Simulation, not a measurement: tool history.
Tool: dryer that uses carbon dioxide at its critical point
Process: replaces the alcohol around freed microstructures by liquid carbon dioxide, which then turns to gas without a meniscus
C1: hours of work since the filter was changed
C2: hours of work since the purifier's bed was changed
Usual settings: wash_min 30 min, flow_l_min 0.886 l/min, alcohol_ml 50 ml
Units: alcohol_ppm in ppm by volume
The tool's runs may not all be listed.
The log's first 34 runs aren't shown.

Run 35, hour 746.6: usual settings but wash_min 38 min, flow_l_min 0.733 l/min, alcohol_ml 113 ml; C1 219; C2 641. Result: alcohol_ppm 377 ppm by volume.
Run 36, hour 763.9: usual settings but wash_min 41 min; C1 227; C2 649. Result: alcohol_ppm 180 ppm by volume.
Run 37, hour 781.5: usual settings but alcohol_ml 45 ml; C1 234; C2 656. Result: alcohol_ppm 266 ppm by volume.
Run 38, hour 802.0: usual settings but wash_min 24 min, flow_l_min 0.571 l/min; C1 243; C2 665. Result: alcohol_ppm 1437 ppm by volume.
Run 39, hour 827.4: usual settings but wash_min 24 min, flow_l_min 0.571 l/min; C1 254; C2 676. Result: alcohol_ppm 1431 ppm by volume.
Run 40, hour 851.5: usual settings but alcohol_ml 36 ml; C1 264; C2 686. Result: alcohol_ppm 258 ppm by volume.
Run 41, hour 868.9: usual settings but wash_min 34 min, flow_l_min 1.210 l/min; C1 271; C2 693. Result: alcohol_ppm 185 ppm by volume.
Run 42, hour 900.3: usual settings but wash_min 34 min, flow_l_min 1.210 l/min; C1 284; C2 706. Result: alcohol_ppm 170 ppm by volume.
Run 43, hour 929.7: usual settings but wash_min 23 min, flow_l_min 1.349 l/min; C1 297; C2 719. Result: alcohol_ppm 231 ppm by volume.
Run 44, hour 954.1: usual settings but flow_l_min 0.625 l/min, alcohol_ml 22 ml; C1 307; C2 729. Result: alcohol_ppm 423 ppm by volume.
Run 45, hour 970.7: usual settings but wash_min 22 min, alcohol_ml 36 ml; C1 314; C2 736. Result: alcohol_ppm 503 ppm by volume.
Run 46, hour 996.0: usual settings but wash_min 25 min, flow_l_min 0.650 l/min, alcohol_ml 56 ml; C1 325; C2 747. Result: alcohol_ppm 1157 ppm by volume.
Run 47, hour 1010.4: usual settings but wash_min 25 min, flow_l_min 0.650 l/min, alcohol_ml 56 ml; C1 331; C2 753. Result: alcohol_ppm 1152 ppm by volume.

3 ways to go on from here, each from the tool as it stands after run 47. What would each give?
Run A, hour 1033.9: usual settings but wash_min 25 min, flow_l_min 0.666 l/min, alcohol_ml 56 ml; C1 341; C2 763. Result: alcohol_ppm ?.
Run B, hour 1033.9: usual settings but flow_l_min 1.374 l/min; C1 341; C2 763. Result: alcohol_ppm ?.
Run C, hour 1033.9: usual settings but wash_min 22 min, flow_l_min 0.650 l/min, alcohol_ml 56 ml; C1 341; C2 763. Result: alcohol_ppm ?.

run  alcohol_ppm
  A         1154
  B          190
  C         1589
Without the tool's hidden state the same runs would have given:
run  alcohol_ppm
  A          639
  B            7
  C          983
